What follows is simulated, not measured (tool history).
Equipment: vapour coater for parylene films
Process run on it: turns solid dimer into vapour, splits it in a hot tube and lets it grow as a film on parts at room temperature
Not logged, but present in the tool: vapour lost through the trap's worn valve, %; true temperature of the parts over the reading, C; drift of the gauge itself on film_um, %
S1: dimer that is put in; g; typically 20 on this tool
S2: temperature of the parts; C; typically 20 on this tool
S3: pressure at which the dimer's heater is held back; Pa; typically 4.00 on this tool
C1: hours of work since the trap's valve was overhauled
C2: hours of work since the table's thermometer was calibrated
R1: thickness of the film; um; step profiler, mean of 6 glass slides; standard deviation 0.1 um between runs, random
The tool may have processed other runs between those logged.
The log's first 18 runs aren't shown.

Run 19, hour 290.4: usual settings but S1 33 g, S2 23 C; C1 135; C2 530. Result: R1 17.03 um.
Run 20, hour 301.1: usual settings but S1 14 g, S2 18 C, S3 6.95 Pa; C1 140; C2 535. Result: R1 7.73 um.
Run 21, hour 314.8: usual settings but S1 34 g, S2 21 C, S3 4.92 Pa; C1 147; C2 542. Result: R1 18.07 um.
Run 22, hour 334.1: usual settings but S1 34 g, S2 21 C, S3 4.92 Pa; C1 157; C2 552. Result: R1 17.93 um.
Run 23, hour 347.2: usual settings but S1 22 g, S2 24 C, S3 11.36 Pa; C1 163; C2 558. Result: R1 8.48 um.
Run 24, hour 364.9: usual settings but S1 15 g, S2 24 C, S3 9.79 Pa; C1 172; C2 567. Result: R1 6.03 um.
Run 25, hour 385.0: usual settings but S1 30 g, S2 12 C; C1 182; C2 577. Result: R1 19.77 um.
Run 26, hour 398.9: usual settings but S1 14 g, S2 13 C, S3 3.35 Pa; C1 189; C2 584. Result: R1 9.20 um.
Run 27, hour 419.7: usual settings but S3 2.40 Pa; C1 200; C2 595. Result: R1 12.84 um.
Run 28, hour 431.2: usual settings but S3 2.40 Pa; C1 205; C2 601. Result: R1 12.78 um.
Run 29, hour 453.7: usual settings but S1 12 g, S2 18 C, S3 2.40 Pa; C1 217; C2 612. Result: R1 7.78 um.
Run 30, hour 475.0: usual settings but S1 12 g, S2 18 C, S3 2.40 Pa; C1 227; C2 622. Result: R1 7.76 um.

4 options for the next run, each taken on its own from the tool as it stands now. Forecast them:
At hour 493.0: trap's valve overhauled.
Run A, hour 501.0: usual settings but S1 13 g, S2 14 C, S3 5.68 Pa; C1 4; C2 633. Result: R1 ?.
At hour 493.0: trap's valve overhauled.
Run B, hour 501.0: usual settings but S1 21 g; C1 4; C2 633. Result: R1 ?.
At hour 493.0: trap's valve overhauled.
Run C, hour 501.0: usual settings but S1 9 g, S2 27 C, S3 5.23 Pa; C1 4; C2 633. Result: R1 ?.
At hour 493.0: trap's valve overhauled.
Run D, hour 501.0: usual settings but S2 14 C, S3 7.67 Pa; C1 4; C2 633. Result: R1 ?.

run     R1
  A   9.64
  B  13.21
  C   4.12
  D  13.52
With no hidden state in the tool, these same runs would have given:
run     R1
  A   9.33
  B  12.78
  C   3.99
  D  13.07
